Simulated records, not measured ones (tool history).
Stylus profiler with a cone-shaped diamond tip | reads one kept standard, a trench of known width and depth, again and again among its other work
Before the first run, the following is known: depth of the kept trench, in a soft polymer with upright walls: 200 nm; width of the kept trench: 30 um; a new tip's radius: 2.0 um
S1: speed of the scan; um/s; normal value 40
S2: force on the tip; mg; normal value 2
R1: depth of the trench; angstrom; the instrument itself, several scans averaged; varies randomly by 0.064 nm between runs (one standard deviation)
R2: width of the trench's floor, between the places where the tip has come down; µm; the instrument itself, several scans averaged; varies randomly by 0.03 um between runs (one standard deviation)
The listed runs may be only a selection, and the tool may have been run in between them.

{"run": 1, "hour": 0.0, "S1": 40, "S2": 2, "R1": 2017.4, "R2": 27.49}
{"run": 2, "hour": 24.6, "S1": 40, "S2": 2, "R1": 2015.9, "R2": 27.47}
{"run": 3, "hour": 69.3, "S1": 40, "S2": 2, "R1": 2015.9, "R2": 27.51}
{"run": 4, "hour": 126.9, "S1": 40, "S2": 2, "R1": 2016.6, "R2": 27.46}
{"run": 5, "hour": 155.6, "S1": 40, "S2": 2, "R1": 2015.6, "R2": 27.46}
{"run": 6, "hour": 187.4, "S1": 40, "S2": 2, "R1": 2016.5, "R2": 27.49}
{"run": 7, "hour": 244.5, "S1": 13, "S2": 2, "R1": 2016.6, "R2": 27.6}
{"run": 8, "hour": 286.5, "S1": 13, "S2": 2, "R1": 2016.9, "R2": 27.63}
{"run": 9, "hour": 324.8, "S1": 13, "S2": 2, "R1": 2017, "R2": 27.62}
{"run": 10, "hour": 368.8, "S1": 85, "S2": 2, "R1": 2016.2, "R2": 27.11}
{"run": 11, "hour": 404.4, "S1": 42, "S2": 2, "R1": 2015.4, "R2": 27.41}
{"run": 12, "hour": 445.7, "S1": 42, "S2": 2, "R1": 2016.6, "R2": 27.42}
{"run": 13, "hour": 504.5, "S1": 42, "S2": 2, "R1": 2016.3, "R2": 27.44}
{"run": 14, "hour": 550.6, "S1": 14, "S2": 2, "R1": 2016, "R2": 27.55}
{"run": 15, "hour": 584.2, "S1": 14, "S2": 2, "R1": 2015.2, "R2": 27.5}
{"run": 16, "hour": 637.7, "S1": 45, "S2": 2, "R1": 2016.2, "R2": 27.35}
{"run": 17, "hour": 689.9, "S1": 40, "S2": 5.21, "R1": 2035.1, "R2": 27.46}
{"run": 18, "hour": 732.4, "S1": 32, "S2": 2, "R1": 2016.2, "R2": 27.41}
{"run": 19, "hour": 791.7, "S1": 32, "S2": 2, "R1": 2015.7, "R2": 27.41}
{"run": 20, "hour": 843.0, "S1": 32, "S2": 2, "R1": 2015, "R2": 27.43}
{"run": 21, "hour": 895.3, "S1": 32, "S2": 2, "R1": 2013.9, "R2": 27.32}
{"run": 22, "hour": 935.6, "S1": 32, "S2": 2, "R1": 2014.9, "R2": 27.36}
{"run": 23, "hour": 967.5, "S1": 32, "S2": 2, "R1": 2014, "R2": 27.38}
{"hour": 997.2, "done": "new tip fitted, height scale calibrated"}
{"run": 24, "hour": 1001.9, "S1": 45, "S2": 4.52, "R1": 2037.1, "R2": 28.1}
{"run": 25, "hour": 1042.5, "S1": 51, "S2": 0.71, "R1": 2009.7, "R2": 27.74}
{"run": 26, "hour": 1076.0, "S1": 51, "S2": 0.71, "R1": 2009.6, "R2": 27.68}
{"run": 27, "hour": 1123.0, "S1": 11, "S2": 2.61, "R1": 2025.8, "R2": 28.21}
{"run": 28, "hour": 1147.2, "S1": 25, "S2": 1.15, "R1": 2013.3, "R2": 28}
{"run": 29, "hour": 1180.9, "S1": 25, "S2": 1.15, "R1": 2014.4, "R2": 28.02}
{"run": 30, "hour": 1214.7, "S1": 25, "S2": 1.15, "R1": 2013.4, "R2": 28.01}
{"run": 31, "hour": 1264.8, "S1": 13, "S2": 1.15, "R1": 2015.4, "R2": 28.06}
{"hour": 1268.7, "done": "height scale calibrated on a step standard"}
{"run": 32, "hour": 1313.8, "S1": 50, "S2": 2.65, "R1": 2024.5, "R2": 27.85}
{"hour": 1360.6, "done": "height scale calibrated on a step standard, once more"}
{"run": 33, "hour": 1365.6, "S1": 21, "S2": 0.85, "R1": 2012.1, "R2": 27.99}
{"run": 34, "hour": 1412.6, "S1": 76, "S2": 2.04, "R1": 2022.1, "R2": 27.7}
{"run": 35, "hour": 1446.7, "S1": 37, "S2": 5.21, "R1": 2041.2, "R2": 27.94}
{"run": 36, "hour": 1486.9, "S1": 33, "S2": 1.41, "R1": 2017, "R2": 27.91}
{"run": 37, "hour": 1511.0, "S1": 15, "S2": 1.39, "R1": 2018.4, "R2": 28.05}
{"run": 38, "hour": 1566.1, "S1": 36, "S2": 3.83, "R1": 2034.2, "R2": 27.99}
{"run": 39, "hour": 1596.2, "S1": 69, "S2": 1.66, "R1": 2018, "R2": 27.61}
{"run": 40, "hour": 1628.8, "S1": 11, "S2": 2, "R1": 2021.5, "R2": 28.03}
{"run": 41, "hour": 1672.3, "S1": 53, "S2": 4.02, "R1": 2035.2, "R2": 27.81}
{"run": 42, "hour": 1697.4, "S1": 16, "S2": 1.56, "R1": 2018.1, "R2": 27.96}
{"run": 43, "hour": 1737.1, "S1": 59, "S2": 1.32, "R1": 2016.4, "R2": 27.64}
{"run": 44, "hour": 1774.0, "S1": 10, "S2": 2.41, "R1": 2024.3, "R2": 27.98}
{"run": 45, "hour": 1813.4, "S1": 10, "S2": 2.41, "R1": 2023.7, "R2": 28.05}

Measured less the same run without the tool's hidden state. The same run-to-run variation is in both; the gauge's scatter may not be:
Hidden state present: radius of the tip, um; height scale over the true one, %; drift of the gauge itself on depth_nm, %; drift of the gauge itself on floor_um, %.
run=1 R1=-5.2 R2=-0.52
run=2 R1=-5.3 R2=-0.52
run=3 R1=-5.4 R2=-0.53
run=4 R1=-5.6 R2=-0.54
run=5 R1=-5.7 R2=-0.55
run=6 R1=-5.7 R2=-0.55
run=7 R1=-5.8 R2=-0.56
run=8 R1=-5.9 R2=-0.56
run=9 R1=-6 R2=-0.58
run=10 R1=-6.1 R2=-0.59
run=11 R1=-6.2 R2=-0.59
run=12 R1=-6.3 R2=-0.6
run=13 R1=-6.5 R2=-0.61
run=14 R1=-6.6 R2=-0.62
run=15 R1=-6.6 R2=-0.62
run=16 R1=-6.7 R2=-0.63
run=17 R1=-6.9 R2=-0.65
run=18 R1=-7 R2=-0.65
run=19 R1=-7.1 R2=-0.66
run=20 R1=-7.2 R2=-0.67
run=21 R1=-7.4 R2=-0.69
run=22 R1=-7.4 R2=-0.69
run=23 R1=-7.5 R2=-0.69
run=24 R1=-0.9 R2=+0
run=25 R1=-1 R2=-0.01
run=26 R1=-1.1 R2=-0.01
run=27 R1=-1.2 R2=-0.03
run=28 R1=-1.3 R2=-0.04
run=29 R1=-1.3 R2=-0.05
run=30 R1=-1.4 R2=-0.05
run=31 R1=-1.5 R2=-0.06
run=32 R1=-1.8 R2=-0.08
run=33 R1=+0 R2=-0.08
run=34 R1=-0.1 R2=-0.1
run=35 R1=-0.2 R2=-0.11
run=36 R1=-0.2 R2=-0.12
run=37 R1=-0.3 R2=-0.12
run=38 R1=-0.4 R2=-0.13
run=39 R1=-0.5 R2=-0.14
run=40 R1=-0.6 R2=-0.15
run=41 R1=-0.7 R2=-0.16
run=42 R1=-0.8 R2=-0.17
run=43 R1=-0.8 R2=-0.18
run=44 R1=-0.9 R2=-0.18
run=45 R1=-1 R2=-0.19

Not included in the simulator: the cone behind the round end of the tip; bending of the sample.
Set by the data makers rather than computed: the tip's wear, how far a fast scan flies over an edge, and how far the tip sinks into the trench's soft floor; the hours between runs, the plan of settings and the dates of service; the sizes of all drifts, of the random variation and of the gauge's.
